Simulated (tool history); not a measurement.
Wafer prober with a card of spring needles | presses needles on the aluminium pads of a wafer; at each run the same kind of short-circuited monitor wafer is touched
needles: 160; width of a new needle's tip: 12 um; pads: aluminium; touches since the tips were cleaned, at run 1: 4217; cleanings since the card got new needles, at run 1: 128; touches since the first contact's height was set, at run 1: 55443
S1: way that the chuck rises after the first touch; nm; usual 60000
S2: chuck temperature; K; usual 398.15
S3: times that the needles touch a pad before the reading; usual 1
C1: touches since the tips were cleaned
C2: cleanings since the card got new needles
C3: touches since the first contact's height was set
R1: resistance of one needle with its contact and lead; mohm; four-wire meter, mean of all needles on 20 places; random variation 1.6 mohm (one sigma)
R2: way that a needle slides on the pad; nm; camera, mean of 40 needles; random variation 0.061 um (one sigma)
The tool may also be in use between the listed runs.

Run 1, day 0.000: usual settings; C1 4217; C2 128; C3 55443. Result: R1 334 mohm, R2 10530 nm.
At day 0.083: tips cleaned on abrasive film.
At day 0.475: tips cleaned on abrasive film.
At day 0.929: tips cleaned on abrasive film.
At day 1.400: tips cleaned on abrasive film.
Run 2, day 1.662: usual settings; C1 3439; C2 132; C3 77190. Result: R1 372 mohm, R2 10440 nm.
At day 1.858: tips cleaned on abrasive film.
At day 2.346: tips cleaned on abrasive film.
Run 3, day 2.496: usual settings; C1 1983; C2 134; C3 88106. Result: R1 302 mohm, R2 10290 nm.
At day 2.758: tips cleaned on abrasive film.
At day 3.233: tips cleaned on abrasive film.
Run 4, day 3.233: usual settings but S3 2; C1 0; C2 136; C3 97729. Result: R1 181 mohm, R2 10360 nm.
At day 3.625: tips cleaned on abrasive film.
At day 4.092: tips cleaned on abrasive film.
At day 4.483: tips cleaned on abrasive film.
Run 5, day 4.771: usual settings but S2 333.15 K; C1 3782; C2 139; C3 117881. Result: R1 385 mohm, R2 10290 nm.
At day 4.967: tips cleaned on abrasive film.
At day 5.446: tips cleaned on abrasive film.
At day 5.888: tips cleaned on abrasive film.
Run 6, day 6.238: usual settings but S2 333.15 K; C1 4588; C2 142; C3 137093. Result: R1 413 mohm, R2 10170 nm.
At day 6.329: tips cleaned on abrasive film.
At day 6.525: height of the first contact set anew.
At day 6.817: tips cleaned on abrasive film.
At day 7.308: tips cleaned on abrasive film.
At day 7.783: tips cleaned on abrasive film.
Run 7, day 8.004: usual settings but S2 333.15 K; C1 2887; C2 146; C3 19384. Result: R1 368 mohm, R2 10700 nm.
At day 8.200: tips cleaned on abrasive film.
At day 8.667: tips cleaned on abrasive film.
At day 9.154: tips cleaned on abrasive film.
Run 8, day 9.517: usual settings but S3 3; C1 4749; C2 149; C3 39205. Result: R1 249 mohm, R2 10660 nm.
At day 9.617: tips cleaned on abrasive film.
At day 9.812: tips cleaned on abrasive film, once more.
At day 10.292: tips cleaned on abrasive film.
Run 9, day 10.646: usual settings but S2 326.15 K; C1 4689; C2 152; C3 54008. Result: R1 399 mohm, R2 10500 nm.
At day 10.750: tips cleaned on abrasive film.
At day 11.208: tips cleaned on abrasive film.
Run 10, day 11.429: usual settings but S2 326.15 K; C1 2951; C2 154; C3 64249. Result: R1 369 mohm, R2 10520 nm.
At day 11.617: tips cleaned on abrasive film.
At day 12.075: tips cleaned on abrasive film.
At day 12.517: tips cleaned on abrasive film.
At day 12.908: tips cleaned on abrasive film.
Run 11, day 12.917: usual settings but S2 326.15 K; C1 108; C2 158; C3 83653. Result: R1 195 mohm, R2 10570 nm.
At day 13.375: tips cleaned on abrasive film.
At day 13.846: tips cleaned on abrasive film.
Run 12, day 14.004: usual settings but S1 42000 nm; C1 2127; C2 160; C3 97964. Result: R1 530 mohm, R2 7330 nm.
At day 14.288: tips cleaned on abrasive film.
At day 14.679: tips cleaned on abrasive film.
At day 15.167: tips cleaned on abrasive film.
Run 13, day 15.467: usual settings but S1 42000 nm; C1 3965; C2 163; C3 117086. Result: R1 646 mohm, R2 7030 nm.
At day 15.567: tips cleaned on abrasive film.
At day 15.996: tips cleaned on abrasive film.
Run 14, day 16.212: usual settings but S1 42000 nm; C1 2881; C2 165; C3 126848. Result: R1 547 mohm, R2 7070 nm.
At day 16.408: tips cleaned on abrasive film.
At day 16.888: tips cleaned on abrasive film.
At day 17.279: tips cleaned on abrasive film.
At day 17.292: height of the first contact set anew.
Run 15, day 17.604: usual settings but S1 58000 nm; C1 4098; C2 168; C3 4098. Result: R1 391 mohm, R2 10360 nm.
At day 17.704: tips cleaned on abrasive film.
At day 18.183: tips cleaned on abrasive film.
At day 18.671: tips cleaned on abrasive film.
Run 16, day 18.879: usual settings but S1 58000 nm; C1 2769; C2 171; C3 20818. Result: R1 376 mohm, R2 10140 nm.
At day 19.067: tips cleaned on abrasive film.
At day 19.538: tips cleaned on abrasive film.
Run 17, day 19.762: usual settings but S1 49000 nm, S2 393.15 K; C1 2953; C2 173; C3 32354. Result: R1 489 mohm, R2 8610 nm.
At day 19.958: tips cleaned on abrasive film.
At day 20.446: tips cleaned on abrasive film.
At day 20.933: tips cleaned on abrasive film.
Run 18, day 21.283: usual settings; C1 4631; C2 176; C3 52335. Result: R1 406 mohm, R2 10480 nm.
At day 21.388: tips cleaned on abrasive film.
At day 21.779: tips cleaned on abrasive film.
At day 22.175: tips cleaned on abrasive film.
Run 19, day 22.175: usual settings but S1 46000 nm, S2 335.15 K; C1 0; C2 179; C3 63949. Result: R1 203 mohm, R2 8090 nm.
At day 22.638: tips cleaned on abrasive film.
At day 23.029: tips cleaned on abrasive film.
At day 23.508: tips cleaned on abrasive film.
Run 20, day 23.550: usual settings but S1 70000 nm, S2 335.15 K, S3 3; C1 592; C2 182; C3 81960. Result: R1 179 mohm, R2 12160 nm.
At day 23.942: tips cleaned on abrasive film.
At day 24.421: tips cleaned on abrasive film.
At day 24.892: tips cleaned on abrasive film.
Run 21, day 25.275: usual settings but S1 41000 nm, S3 2; C1 5059; C2 185; C3 104573. Result: R1 494 mohm, R2 7120 nm.
At day 25.375: tips cleaned on abrasive film.
At day 25.867: tips cleaned on abrasive film.
At day 26.304: tips cleaned on abrasive film.
Run 22, day 26.488: usual settings but S2 389.15 K, S3 2; C1 2393; C2 188; C3 120406. Result: R1 278 mohm, R2 10380 nm.
At day 26.771: tips cleaned on abrasive film.
At day 27.221: tips cleaned on abrasive film.
At day 27.612: tips cleaned on abrasive film.
Run 23, day 27.717: usual settings but S1 59000 nm, S2 327.15 K; C1 1351; C2 191; C3 136512. Result: R1 306 mohm, R2 10050 nm.
At day 28.012: height of the first contact set anew.
At day 28.100: tips cleaned on abrasive film.
At day 28.588: tips cleaned on abrasive film.
At day 29.054: tips cleaned on abrasive film.
Run 24, day 29.054: usual settings but S1 59000 nm, S2 376.15 K, S3 2; C1 0; C2 194; C3 13582. Result: R1 184 mohm, R2 10480 nm.
At day 29.542: tips cleaned on abrasive film.
At day 29.996: tips cleaned on abrasive film.
Run 25, day 30.192: usual settings but S1 65000 nm, S2 309.15 K; C1 2544; C2 196; C3 28502. Result: R1 352 mohm, R2 11420 nm.
At day 30.462: tips cleaned on abrasive film.
At day 30.938: tips cleaned on abrasive film.
At day 31.392: tips cleaned on abrasive film.
At day 31.867: tips cleaned on abrasive film.
Run 26, day 31.871: usual settings but S2 303.15 K; C1 49; C2 200; C3 50492. Result: R1 175 mohm, R2 10390 nm.
At day 32.338: tips cleaned on abrasive film.
Run 27, day 32.621: usual settings but S2 303.15 K; C1 3719; C2 201; C3 60337. Result: R1 431 mohm, R2 10520 nm.
At day 32.796: tips cleaned on abrasive film.
At day 33.283: tips cleaned on abrasive film.
At day 33.725: tips cleaned on abrasive film.
Run 28, day 34.092: usual settings but S1 47000 nm, S2 315.15 K; C1 4835; C2 204; C3 79612. Result: R1 664 mohm, R2 8130 nm.
At day 34.192: tips cleaned on abrasive film.
At day 34.658: tips cleaned on abrasive film.
At day 35.146: tips cleaned on abrasive film.
At day 35.538: tips cleaned on abrasive film.
Run 29, day 35.762: usual settings but S1 47000 nm, S2 315.15 K; C1 2963; C2 208; C3 101494. Result: R1 579 mohm, R2 8130 nm.

Hidden state or all else? Some run-to-run changes of R1, split into what the settings, what came in and random variation would give without the hidden state, and what is left for the hidden state (with any gauge scatter that isn't in both results):
The hidden state here: debris on the tips, nm; way that the needles fall short of the set height, um; tips' diameter, um; drift of the gauge itself on contact_mohm, %; drift of the gauge itself on scrub_um, %.
Run 11 -> 12: S1 60000 -> 42000, S2 326.15 -> 398.15, tips cleaned on abrasive film, tips cleaned on abrasive film. R1 +335 mohm: hidden state +319, all else +16.
Run 20 -> 21: S1 70000 -> 41000, S2 335.15 -> 398.15, S3 3 -> 2, tips cleaned on abrasive film, tips cleaned on abrasive film, tips cleaned on abrasive film. R1 +315 mohm: hidden state +293, all else +22.

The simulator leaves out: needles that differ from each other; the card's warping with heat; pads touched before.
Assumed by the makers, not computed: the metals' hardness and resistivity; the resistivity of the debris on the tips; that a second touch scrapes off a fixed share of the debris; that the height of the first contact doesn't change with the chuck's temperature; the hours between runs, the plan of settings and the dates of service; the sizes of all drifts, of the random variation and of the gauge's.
